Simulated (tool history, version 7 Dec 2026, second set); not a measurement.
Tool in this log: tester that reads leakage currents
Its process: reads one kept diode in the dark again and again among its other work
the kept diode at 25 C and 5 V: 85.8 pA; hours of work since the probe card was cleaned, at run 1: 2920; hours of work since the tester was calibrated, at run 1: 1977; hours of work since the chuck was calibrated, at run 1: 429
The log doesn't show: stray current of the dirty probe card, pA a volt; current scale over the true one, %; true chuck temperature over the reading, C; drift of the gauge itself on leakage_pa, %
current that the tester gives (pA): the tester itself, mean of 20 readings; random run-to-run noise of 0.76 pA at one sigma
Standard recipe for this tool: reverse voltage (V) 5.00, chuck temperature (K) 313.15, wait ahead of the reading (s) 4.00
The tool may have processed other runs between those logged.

run,day,reverse voltage (V),chuck temperature (K),wait ahead of the reading (s),hours of work since the probe card was cleaned,hours of work since the tester was calibrated,hours of work since the chuck was calibrated,current that the tester gives (pA)
1,0.000,5.00,313.15,4.00,2920,1977,429,264.64
2,2.579,5.00,313.15,4.00,2963,2019,472,262.95
3,5.233,5.00,313.15,4.00,3006,2063,515,266.08
4,8.354,5.00,313.15,4.00,3057,2114,566,264.70
5,10.062,5.00,313.15,4.00,3085,2142,595,266.27
6,13.088,5.00,313.15,4.00,3135,2192,644,268.81
7,16.504,5.00,313.15,4.00,3191,2248,700,267.60
8,19.108,19.99,313.15,4.00,3234,2291,743,447.22
9,22.562,2.57,313.15,4.00,3291,2348,800,214.21
10,25.321,2.57,313.15,4.00,3336,2393,845,214.04
11,28.042,2.57,313.15,4.00,3381,2438,890,215.05
12,30.212,2.57,313.15,4.00,3417,2473,926,215.20
13,32.262,5.00,306.15,4.00,3450,2507,959,170.57
14,35.488,1.47,306.15,4.00,3503,2560,1012,112.22
15,38.096,5.00,313.15,4.00,3546,2603,1055,269.57
16,39.971,5.00,313.15,2.11,3577,2634,1086,272.46
17,41.854,5.00,313.15,4.00,3608,2665,1117,271.07
18,44.350,11.30,313.15,4.00,3649,2706,1158,364.35
# day 45.954: probe card cleaned and baked
19,48.033,11.30,303.15,4.00,34,2764,1216,166.40
20,49.683,2.02,325.15,0.97,61,2791,1244,428.04
21,51.317,10.73,330.15,4.00,88,2818,1270,988.49
22,54.575,3.66,330.15,2.94,142,2872,1324,703.94
23,56.125,4.24,307.15,2.94,167,2897,1349,163.94
24,59.071,4.24,307.15,2.94,216,2946,1398,164.77
25,61.129,5.00,297.15,4.00,249,2979,1432,83.94
26,62.883,5.00,297.15,4.00,278,3008,1460,84.05
27,65.608,4.90,326.15,1.34,323,3053,1505,606.20
28,68.079,4.90,326.15,1.34,364,3094,1546,611.34
29,70.758,3.50,313.15,4.00,408,3138,1590,235.83
30,73.850,3.50,313.15,4.00,458,3188,1641,236.36
31,76.342,12.56,298.15,4.00,499,3229,1682,125.54
32,78.288,1.62,307.15,9.84,531,3261,1714,122.81
33,80.000,1.62,307.15,9.84,559,3289,1742,122.61
34,82.221,1.62,301.15,5.48,596,3326,1778,80.03
35,84.462,5.00,314.15,0.32,633,3363,1815,287.96
36,86.783,4.05,294.15,4.00,671,3401,1853,64.74
37,89.242,5.00,300.15,0.38,711,3441,1894,111.12
38,92.104,6.25,329.15,7.16,758,3488,1941,800.25

Branching from run 38: 5 alternative next runs. What would each branch give?
A,93.600,11.65,329.15,1.77,783,3513,1965,?
B,93.600,1.06,329.15,7.16,783,3513,1965,?
C,93.600,3.70,306.15,7.16,783,3513,1965,?
D,93.600,6.48,294.15,0.42,783,3513,1965,?
E,93.600,7.22,297.15,5.48,783,3513,1965,?

run,current that the tester gives (pA)
A,976.74
B,456.51
C,150.23
D,80.46
E,99.05
Without the tool's unlogged condition, the same runs would have read:
run,current that the tester gives (pA)
A,926.85
B,435.50
C,140.33
D,72.64
E,89.67
